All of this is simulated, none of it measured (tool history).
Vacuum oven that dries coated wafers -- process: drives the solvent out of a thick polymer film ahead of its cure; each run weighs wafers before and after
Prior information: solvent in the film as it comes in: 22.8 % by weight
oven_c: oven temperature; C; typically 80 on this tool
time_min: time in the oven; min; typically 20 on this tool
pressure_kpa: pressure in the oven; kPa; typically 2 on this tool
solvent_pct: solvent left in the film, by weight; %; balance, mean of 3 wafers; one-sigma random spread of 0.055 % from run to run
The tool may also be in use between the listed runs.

run    hour  oven_c  time_min  pressure_kpa  solvent_pct
  1       0      80        20             2         1.82
  2    54.2      80        20          4.11         2.33
  3   126.1      80        20          4.11         2.34
  4   167.5      80        20          4.11         2.32
  5   215.6      80        20          4.11          2.4
  6     282      80        20          4.11         2.29
  7   355.4      80        20          4.11         2.19
  8   423.5      80        20          4.11         2.33
  9   459.5      80        20          4.11         2.16
 10   522.9      80        20          4.11         2.25
 11   574.6      80        17          2.14         2.32
 12   624.5      80        26          2.71         1.22
 13     663      80        34          2.71         0.96
 14   725.8      87        35          2.06         0.49
 15   778.8      87        36          4.29         0.87
 16   815.7      87        36          4.29         0.92
 17   863.6      67        36          1.41         2.41
 18   940.6      80        14             2         3.16
 19  1013.7      80        14             2          3.1

4 options for the next run, each taken on its own from the tool as it stands now. Forecast them:
  A  1086.2      85        12             2            ?
  B  1086.2      74        14             2            ?
  C  1086.2      80        15             2            ?
  D  1086.2      80        10          6.67            ?

run  solvent_pct
  A         2.48
  B         5.08
  C         2.72
  D         5.87
The same runs, with their run-to-run variation unchanged, on a tool lacking any hidden condition would have given:
run  solvent_pct
  A         3.36
  B         6.33
  C         3.68
  D         7.15

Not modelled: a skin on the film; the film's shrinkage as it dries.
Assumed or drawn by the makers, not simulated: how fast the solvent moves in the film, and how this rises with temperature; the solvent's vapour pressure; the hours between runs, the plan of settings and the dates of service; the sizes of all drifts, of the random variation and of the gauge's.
